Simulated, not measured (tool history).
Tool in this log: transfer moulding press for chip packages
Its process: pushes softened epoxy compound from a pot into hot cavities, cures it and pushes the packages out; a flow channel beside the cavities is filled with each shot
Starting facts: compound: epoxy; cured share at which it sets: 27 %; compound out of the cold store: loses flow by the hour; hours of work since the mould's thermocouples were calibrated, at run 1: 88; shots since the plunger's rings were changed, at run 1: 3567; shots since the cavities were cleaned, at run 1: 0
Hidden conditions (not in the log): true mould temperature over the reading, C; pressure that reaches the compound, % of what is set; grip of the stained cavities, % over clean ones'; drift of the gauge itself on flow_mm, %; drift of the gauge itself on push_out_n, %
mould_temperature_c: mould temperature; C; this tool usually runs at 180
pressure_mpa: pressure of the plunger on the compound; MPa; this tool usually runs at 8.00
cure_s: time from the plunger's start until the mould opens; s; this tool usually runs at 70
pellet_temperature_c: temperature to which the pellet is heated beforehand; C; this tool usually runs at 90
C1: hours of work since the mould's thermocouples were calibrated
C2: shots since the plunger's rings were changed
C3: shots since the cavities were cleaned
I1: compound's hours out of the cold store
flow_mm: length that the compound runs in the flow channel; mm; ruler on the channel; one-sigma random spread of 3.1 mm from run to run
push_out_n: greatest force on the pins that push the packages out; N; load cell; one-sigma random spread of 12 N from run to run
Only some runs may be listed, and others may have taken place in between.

{"run": 1, "hour": 0.0, "mould_temperature_c": 180, "pressure_mpa": 8.0, "cure_s": 70, "pellet_temperature_c": 90, "C1": 88, "C2": 3567, "C3": 0, "I1": 40.5, "flow_mm": 467, "push_out_n": 516}
{"run": 2, "hour": 25.3, "mould_temperature_c": 180, "pressure_mpa": 8.0, "cure_s": 70, "pellet_temperature_c": 90, "C1": 98, "C2": 3821, "C3": 254, "I1": 32.2, "flow_mm": 490, "push_out_n": 656}
{"run": 3, "hour": 48.8, "mould_temperature_c": 180, "pressure_mpa": 8.0, "cure_s": 70, "pellet_temperature_c": 90, "C1": 107, "C2": 4058, "C3": 491, "I1": 27.9, "flow_mm": 499, "push_out_n": 791}
{"run": 4, "hour": 65.7, "mould_temperature_c": 180, "pressure_mpa": 8.0, "cure_s": 98, "pellet_temperature_c": 90, "C1": 114, "C2": 4227, "C3": 660, "I1": 46.0, "flow_mm": 438, "push_out_n": 542}
{"run": 5, "hour": 91.9, "mould_temperature_c": 180, "pressure_mpa": 8.0, "cure_s": 70, "pellet_temperature_c": 90, "C1": 125, "C2": 4490, "C3": 923, "I1": 14.9, "flow_mm": 538, "push_out_n": 937}
{"hour": 112.2, "done": "cavities cleaned with cleaning compound and waxed"}
{"run": 6, "hour": 112.2, "mould_temperature_c": 180, "pressure_mpa": 8.0, "cure_s": 70, "pellet_temperature_c": 82, "C1": 132, "C2": 4679, "C3": 0, "I1": 37.4, "flow_mm": 463, "push_out_n": 1024}
{"run": 7, "hour": 124.1, "mould_temperature_c": 180, "pressure_mpa": 8.0, "cure_s": 70, "pellet_temperature_c": 82, "C1": 137, "C2": 4798, "C3": 119, "I1": 15.9, "flow_mm": 531, "push_out_n": 1056}
{"hour": 140.0, "done": "plunger's sealing rings changed"}
{"run": 8, "hour": 153.7, "mould_temperature_c": 180, "pressure_mpa": 8.0, "cure_s": 70, "pellet_temperature_c": 94, "C1": 148, "C2": 137, "C3": 391, "I1": 9.9, "flow_mm": 584, "push_out_n": 1081}
{"run": 9, "hour": 172.8, "mould_temperature_c": 180, "pressure_mpa": 8.0, "cure_s": 70, "pellet_temperature_c": 94, "C1": 156, "C2": 329, "C3": 583, "I1": 28.2, "flow_mm": 519, "push_out_n": 1003}
{"run": 10, "hour": 199.6, "mould_temperature_c": 180, "pressure_mpa": 8.0, "cure_s": 70, "pellet_temperature_c": 90, "C1": 166, "C2": 597, "C3": 851, "I1": 22.2, "flow_mm": 541, "push_out_n": 1060}
{"run": 11, "hour": 216.9, "mould_temperature_c": 180, "pressure_mpa": 8.0, "cure_s": 70, "pellet_temperature_c": 90, "C1": 173, "C2": 772, "C3": 1026, "I1": 40.6, "flow_mm": 480, "push_out_n": 950}
{"hour": 226.8, "done": "cavities cleaned with cleaning compound and waxed"}
{"run": 12, "hour": 236.1, "mould_temperature_c": 180, "pressure_mpa": 8.0, "cure_s": 70, "pellet_temperature_c": 90, "C1": 181, "C2": 949, "C3": 93, "I1": 46.0, "flow_mm": 470, "push_out_n": 569}
{"run": 13, "hour": 249.0, "mould_temperature_c": 180, "pressure_mpa": 8.0, "cure_s": 70, "pellet_temperature_c": 90, "C1": 186, "C2": 1078, "C3": 222, "I1": 27.7, "flow_mm": 520, "push_out_n": 708}
{"hour": 268.5, "done": "cavities cleaned with cleaning compound and waxed, once more"}
{"run": 14, "hour": 268.8, "mould_temperature_c": 180, "pressure_mpa": 8.0, "cure_s": 51, "pellet_temperature_c": 90, "C1": 193, "C2": 1263, "C3": 3, "I1": 41.2, "flow_mm": 473, "push_out_n": 1183}
{"run": 15, "hour": 291.0, "mould_temperature_c": 180, "pressure_mpa": 9.41, "cure_s": 70, "pellet_temperature_c": 90, "C1": 202, "C2": 1485, "C3": 225, "I1": 35.3, "flow_mm": 536, "push_out_n": 648}
{"run": 16, "hour": 310.0, "mould_temperature_c": 180, "pressure_mpa": 9.41, "cure_s": 70, "pellet_temperature_c": 90, "C1": 210, "C2": 1676, "C3": 416, "I1": 31.8, "flow_mm": 542, "push_out_n": 738}
{"run": 17, "hour": 334.2, "mould_temperature_c": 180, "pressure_mpa": 9.41, "cure_s": 70, "pellet_temperature_c": 90, "C1": 219, "C2": 1919, "C3": 659, "I1": 28.6, "flow_mm": 554, "push_out_n": 818}
{"run": 18, "hour": 355.8, "mould_temperature_c": 180, "pressure_mpa": 9.41, "cure_s": 70, "pellet_temperature_c": 90, "C1": 228, "C2": 2135, "C3": 875, "I1": 26.1, "flow_mm": 558, "push_out_n": 881}
{"hour": 380.7, "done": "cavities cleaned with cleaning compound and waxed"}
{"run": 19, "hour": 383.5, "mould_temperature_c": 180, "pressure_mpa": 7.16, "cure_s": 101, "pellet_temperature_c": 90, "C1": 239, "C2": 2398, "C3": 27, "I1": 41.7, "flow_mm": 445, "push_out_n": 352}
{"run": 20, "hour": 407.5, "mould_temperature_c": 174, "pressure_mpa": 8.0, "cure_s": 54, "pellet_temperature_c": 91, "C1": 248, "C2": 2639, "C3": 268, "I1": 46.8, "flow_mm": 460, "push_out_n": 1653}
{"run": 21, "hour": 432.0, "mould_temperature_c": 180, "pressure_mpa": 8.3, "cure_s": 91, "pellet_temperature_c": 83, "C1": 258, "C2": 2885, "C3": 514, "I1": 38.2, "flow_mm": 482, "push_out_n": 534}
{"run": 22, "hour": 447.2, "mould_temperature_c": 180, "pressure_mpa": 8.77, "cure_s": 69, "pellet_temperature_c": 90, "C1": 264, "C2": 3038, "C3": 667, "I1": 44.0, "flow_mm": 478, "push_out_n": 836}
{"run": 23, "hour": 468.4, "mould_temperature_c": 177, "pressure_mpa": 7.53, "cure_s": 69, "pellet_temperature_c": 90, "C1": 273, "C2": 3251, "C3": 880, "I1": 9.2, "flow_mm": 557, "push_out_n": 1202}
{"run": 24, "hour": 486.6, "mould_temperature_c": 178, "pressure_mpa": 7.53, "cure_s": 65, "pellet_temperature_c": 90, "C1": 280, "C2": 3433, "C3": 1062, "I1": 37.0, "flow_mm": 458, "push_out_n": 1245}
{"hour": 492.2, "done": "cavities cleaned with cleaning compound and waxed"}
{"run": 25, "hour": 504.7, "mould_temperature_c": 176, "pressure_mpa": 7.53, "cure_s": 53, "pellet_temperature_c": 87, "C1": 287, "C2": 3601, "C3": 127, "I1": 12.4, "flow_mm": 535, "push_out_n": 1707}
{"run": 26, "hour": 522.8, "mould_temperature_c": 176, "pressure_mpa": 7.53, "cure_s": 53, "pellet_temperature_c": 87, "C1": 294, "C2": 3782, "C3": 308, "I1": 27.4, "flow_mm": 493, "push_out_n": 1719}
{"run": 27, "hour": 543.2, "mould_temperature_c": 176, "pressure_mpa": 7.53, "cure_s": 58, "pellet_temperature_c": 87, "C1": 302, "C2": 3986, "C3": 512, "I1": 41.6, "flow_mm": 451, "push_out_n": 1598}
{"run": 28, "hour": 566.5, "mould_temperature_c": 182, "pressure_mpa": 8.0, "cure_s": 53, "pellet_temperature_c": 90, "C1": 312, "C2": 4220, "C3": 746, "I1": 22.7, "flow_mm": 513, "push_out_n": 1629}
{"run": 29, "hour": 578.3, "mould_temperature_c": 182, "pressure_mpa": 7.09, "cure_s": 53, "pellet_temperature_c": 96, "C1": 316, "C2": 4339, "C3": 865, "I1": 31.1, "flow_mm": 452, "push_out_n": 1567}

Difference, measured minus no-hidden-state, one row per run. Run-to-run variation is common to both terms; the gauge's own scatter need not be:
run=1 flow_mm=-24 push_out_n=-2
run=2 flow_mm=-27 push_out_n=+124
run=3 flow_mm=-29 push_out_n=+228
run=4 flow_mm=-27 push_out_n=+183
run=5 flow_mm=-35 push_out_n=+359
run=6 flow_mm=-32 push_out_n=+448
run=7 flow_mm=-37 push_out_n=+468
run=8 flow_mm=-2 push_out_n=+492
run=9 flow_mm=-4 push_out_n=+465
run=10 flow_mm=-5 push_out_n=+498
run=11 flow_mm=-5 push_out_n=+450
run=12 flow_mm=-7 push_out_n=+51
run=13 flow_mm=-8 push_out_n=+128
run=14 flow_mm=-8 push_out_n=-11
run=15 flow_mm=-12 push_out_n=+110
run=16 flow_mm=-13 push_out_n=+192
run=17 flow_mm=-15 push_out_n=+270
run=18 flow_mm=-17 push_out_n=+324
run=19 flow_mm=-15 push_out_n=+16
run=20 flow_mm=-17 push_out_n=+336
run=21 flow_mm=-20 push_out_n=+165
run=22 flow_mm=-20 push_out_n=+279
run=23 flow_mm=-25 push_out_n=+445
run=24 flow_mm=-22 push_out_n=+495
run=25 flow_mm=-27 push_out_n=+188
run=26 flow_mm=-26 push_out_n=+379
run=27 flow_mm=-25 push_out_n=+468
run=28 flow_mm=-30 push_out_n=+564
run=29 flow_mm=-28 push_out_n=+577

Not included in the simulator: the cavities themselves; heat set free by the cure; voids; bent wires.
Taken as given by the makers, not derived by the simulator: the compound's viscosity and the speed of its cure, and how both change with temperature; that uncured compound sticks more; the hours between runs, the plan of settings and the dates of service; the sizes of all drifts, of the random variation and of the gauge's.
